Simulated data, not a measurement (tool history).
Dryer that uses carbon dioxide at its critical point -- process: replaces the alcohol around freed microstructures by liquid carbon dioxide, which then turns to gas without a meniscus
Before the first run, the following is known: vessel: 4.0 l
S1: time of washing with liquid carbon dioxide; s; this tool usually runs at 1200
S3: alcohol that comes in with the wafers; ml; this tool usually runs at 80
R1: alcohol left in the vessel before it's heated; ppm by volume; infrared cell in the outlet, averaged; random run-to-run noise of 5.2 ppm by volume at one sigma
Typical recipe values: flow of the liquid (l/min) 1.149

run 1 hour=0.0 | S1=1200 flow_of_the_liquid_(l/min)=1.149 S3=80 | R1=245
run 2 hour=8.8 | S1=1200 flow_of_the_liquid_(l/min)=1.149 S3=80 | R1=253
run 3 hour=20.1 | S1=1200 flow_of_the_liquid_(l/min)=1.149 S3=80 | R1=251
run 4 hour=31.5 | S1=1200 flow_of_the_liquid_(l/min)=1.149 S3=80 | R1=262
run 5 hour=46.5 | S1=1200 flow_of_the_liquid_(l/min)=1.149 S3=80 | R1=258
run 6 hour=56.4 | S1=1200 flow_of_the_liquid_(l/min)=1.149 S3=52 | R1=203
run 7 hour=70.4 | S1=1200 flow_of_the_liquid_(l/min)=1.149 S3=52 | R1=206
run 8 hour=78.9 | S1=840 flow_of_the_liquid_(l/min)=0.720 S3=91 | R1=3142
run 9 hour=95.6 | S1=840 flow_of_the_liquid_(l/min)=0.720 S3=91 | R1=3190
run 10 hour=110.6 | S1=1140 flow_of_the_liquid_(l/min)=0.870 S3=61 | R1=651
run 11 hour=123.0 | S1=1140 flow_of_the_liquid_(l/min)=0.870 S3=61 | R1=681
run 12 hour=133.2 | S1=1860 flow_of_the_liquid_(l/min)=1.130 S3=110 | R1=101

Some steps in R1, run to run, broken into two amounts with sign: the step expected even without the hidden condition (settings, incoming material, random variation), and the rest, left for the hidden condition together with whatever gauge scatter is not in both the measured and the hidden-condition-free result:
The tool's hidden condition here consists of: flow that reaches the vessel past the clogged filter, %; alcohol in the recycled carbon dioxide, ppm; drift of the gauge itself on alcohol_ppm, %.
Run 7 -> 8: S1 1200 -> 840, flow of the liquid (l/min) 1.149 -> 0.720, S3 52 -> 91. R1 +2936 ppm by volume: hidden state +847, all else +2089.
